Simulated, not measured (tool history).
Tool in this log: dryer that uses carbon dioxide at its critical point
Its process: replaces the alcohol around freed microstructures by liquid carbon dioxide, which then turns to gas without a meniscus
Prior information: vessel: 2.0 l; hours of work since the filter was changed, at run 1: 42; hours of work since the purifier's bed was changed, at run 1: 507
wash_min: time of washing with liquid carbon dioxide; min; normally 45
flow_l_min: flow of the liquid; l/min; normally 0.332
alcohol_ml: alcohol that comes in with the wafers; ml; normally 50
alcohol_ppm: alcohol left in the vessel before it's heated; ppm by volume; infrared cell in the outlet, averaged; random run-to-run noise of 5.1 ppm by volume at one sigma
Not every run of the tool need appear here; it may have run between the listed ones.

run   hour  wash_min  flow_l_min  alcohol_ml  hours of work since the filter was changed  hours of work since the purifier's bed was changed  alcohol_ppm
  1      0        45       0.332          50                                          42                                                 507           98
  2   35.9        45       0.332          50                                          62                                                 527          101
  3   77.2        45       0.332          50                                          85                                                 550           90
  4  114.3        45       0.434          50                                         105                                                 570           54
  5  141.3        45       0.434          50                                         120                                                 585           53
  6  176.7        45       0.434          50                                         139                                                 604           61
  7  205.4        45       0.332          50                                         155                                                 620          107
  8  231.1        45       0.332          44                                         169                                                 634          111
  9  260.8        45       0.332          44                                         185                                                 650           95
 10    298        45       0.332          65                                         205                                                 670          139
 11  331.1        45       0.332          65                                         223                                                 688          127
 12  361.4        45       0.461          65                                         240                                                 705           58
 13  391.2        45       0.461          65                                         256                                                 721           60
 14  420.5        45       0.332          50                                         272                                                 737          117
 15  464.2        61       0.207          49                                         296                                                 761          237
 16    492        44       0.352          60                                         311                                                 776          112

Predict the results of run 17:
 17  537.1        65       0.332          26                                         336                                                 801            ?

{"run 17": {"alcohol_ppm": 64}}
Minus the tool's unlogged condition, the same run would have read alcohol_ppm 11 ppm by volume.
